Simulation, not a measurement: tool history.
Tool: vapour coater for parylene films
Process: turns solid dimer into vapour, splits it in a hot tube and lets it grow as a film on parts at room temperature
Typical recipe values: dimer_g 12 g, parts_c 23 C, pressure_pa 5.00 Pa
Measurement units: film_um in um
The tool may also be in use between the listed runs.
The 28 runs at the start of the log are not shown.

{"run": 29, "hour": 984.7, "dimer_g": 5, "parts_c": 23, "pressure_pa": 6.25, "film_um": 1.12}
{"run": 30, "hour": 1015.7, "dimer_g": 5, "parts_c": 18, "pressure_pa": 4.36, "film_um": 1.49}
{"run": 31, "hour": 1047.4, "dimer_g": 19, "parts_c": 31, "pressure_pa": 5.48, "film_um": 3.07}
{"run": 32, "hour": 1086.5, "dimer_g": 11, "parts_c": 22, "pressure_pa": 10.17, "film_um": 2.42}
{"run": 33, "hour": 1119.1, "dimer_g": 7, "parts_c": 23, "pressure_pa": 5.48, "film_um": 1.55}
{"run": 34, "hour": 1153.3, "dimer_g": 13, "parts_c": 21, "pressure_pa": 2.09, "film_um": 3.43}
{"run": 35, "hour": 1191.3, "dimer_g": 12, "parts_c": 26, "pressure_pa": 11.5, "film_um": 2.2}
{"run": 36, "hour": 1240.0, "dimer_g": 12, "parts_c": 26, "pressure_pa": 11.5, "film_um": 2.19}
{"run": 37, "hour": 1274.0, "dimer_g": 20, "parts_c": 21, "pressure_pa": 4.95, "film_um": 4.88}
{"run": 38, "hour": 1318.6, "dimer_g": 7, "parts_c": 18, "pressure_pa": 3.67, "film_um": 1.98}
{"run": 39, "hour": 1346.2, "dimer_g": 6, "parts_c": 21, "pressure_pa": 2.86, "film_um": 1.52}
{"run": 40, "hour": 1371.6, "dimer_g": 6, "parts_c": 21, "pressure_pa": 2.86, "film_um": 1.53}
{"run": 41, "hour": 1408.1, "dimer_g": 6, "parts_c": 27, "pressure_pa": 5.66, "film_um": 1.1}
{"run": 42, "hour": 1440.5, "dimer_g": 6, "parts_c": 27, "pressure_pa": 5.66, "film_um": 1.11}
{"run": 43, "hour": 1466.0, "dimer_g": 6, "parts_c": 24, "pressure_pa": 7.86, "film_um": 1.19}
{"run": 44, "hour": 1499.5, "dimer_g": 6, "parts_c": 24, "pressure_pa": 7.86, "film_um": 1.19}
{"run": 45, "hour": 1546.9, "dimer_g": 10, "parts_c": 19, "pressure_pa": 5.0, "film_um": 2.61}
{"run": 46, "hour": 1575.1, "dimer_g": 14, "parts_c": 25, "pressure_pa": 2.81, "film_um": 2.96}

Here are 5 independent what-if runs from the current tool condition. What would each one return?
{"run": "A", "hour": 1622.0, "dimer_g": 11, "parts_c": 23, "pressure_pa": 5.0, "film_um": "?"}
{"run": "B", "hour": 1622.0, "dimer_g": 14, "parts_c": 26, "pressure_pa": 4.55, "film_um": "?"}
{"run": "C", "hour": 1622.0, "dimer_g": 21, "parts_c": 25, "pressure_pa": 2.81, "film_um": "?"}
{"run": "D", "hour": 1622.0, "dimer_g": 12, "parts_c": 18, "pressure_pa": 9.58, "film_um": "?"}
{"run": "E", "hour": 1622.0, "dimer_g": 7, "parts_c": 16, "pressure_pa": 3.57, "film_um": "?"}

run=A film_um=2.34
run=B film_um=2.61
run=C film_um=4.30
run=D film_um=3.07
run=E film_um=2.07
Take away the tool's hidden state, keep each run's random variation, and the runs would have read:
run=A film_um=2.66
run=B film_um=2.97
run=C film_um=4.88
run=D film_um=3.48
run=E film_um=2.36
